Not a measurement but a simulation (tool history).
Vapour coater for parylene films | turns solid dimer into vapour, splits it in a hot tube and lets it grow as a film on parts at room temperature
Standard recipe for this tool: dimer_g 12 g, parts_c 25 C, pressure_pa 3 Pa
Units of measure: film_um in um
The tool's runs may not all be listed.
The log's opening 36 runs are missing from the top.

Run 37, day 52.246: usual settings but dimer_g 20 g. Result: film_um 12.43 um.
Run 38, day 53.417: usual settings but dimer_g 18 g, pressure_pa 8.15 Pa. Result: film_um 9.91 um.
Run 39, day 54.662: usual settings but parts_c 22 C, pressure_pa 3.74 Pa. Result: film_um 8.1 um.
Run 40, day 55.975: usual settings but dimer_g 11 g, parts_c 36 C, pressure_pa 4.93 Pa. Result: film_um 3.94 um.
Run 41, day 56.825: usual settings but dimer_g 14 g, parts_c 29 C, pressure_pa 5.75 Pa. Result: film_um 6.67 um.
Run 42, day 58.592: usual settings but dimer_g 11 g, pressure_pa 6.29 Pa. Result: film_um 6.03 um.
Run 43, day 59.729: usual settings but dimer_g 7 g, parts_c 33 C, pressure_pa 2.31 Pa. Result: film_um 3.01 um.
At day 60.454: trap's valve overhauled.
Run 44, day 61.183: usual settings but dimer_g 7 g, parts_c 33 C, pressure_pa 2.31 Pa. Result: film_um 3.35 um.
Run 45, day 62.65: usual settings but dimer_g 14 g, parts_c 34 C, pressure_pa 6.31 Pa. Result: film_um 5.9 um.
Run 46, day 64.479: usual settings but dimer_g 17 g, parts_c 21 C, pressure_pa 3.88 Pa. Result: film_um 12.59 um.

Consider 4 possible next runs. They are alternatives, not a sequence: every one starts from the tool as it was left by run 46. What does each give?
Run A, day 65.925: usual settings but dimer_g 18 g, parts_c 26 C, pressure_pa 3.4 Pa. Result: film_um ?.
Run B, day 65.925: usual settings but dimer_g 7 g, parts_c 19 C, pressure_pa 2.2 Pa. Result: film_um ?.
Run C, day 65.925: usual settings but dimer_g 17 g, parts_c 18 C, pressure_pa 2.78 Pa. Result: film_um ?.
Run D, day 65.925: usual settings but dimer_g 6 g, parts_c 33 C, pressure_pa 3.24 Pa. Result: film_um ?.

run  film_um
  A     11.1
  B     6.06
  C    15.15
  D     2.76
Had the tool no hidden state, the same runs would have come out as:
run  film_um
  A    11.83
  B     6.46
  C    16.15
  D     2.94
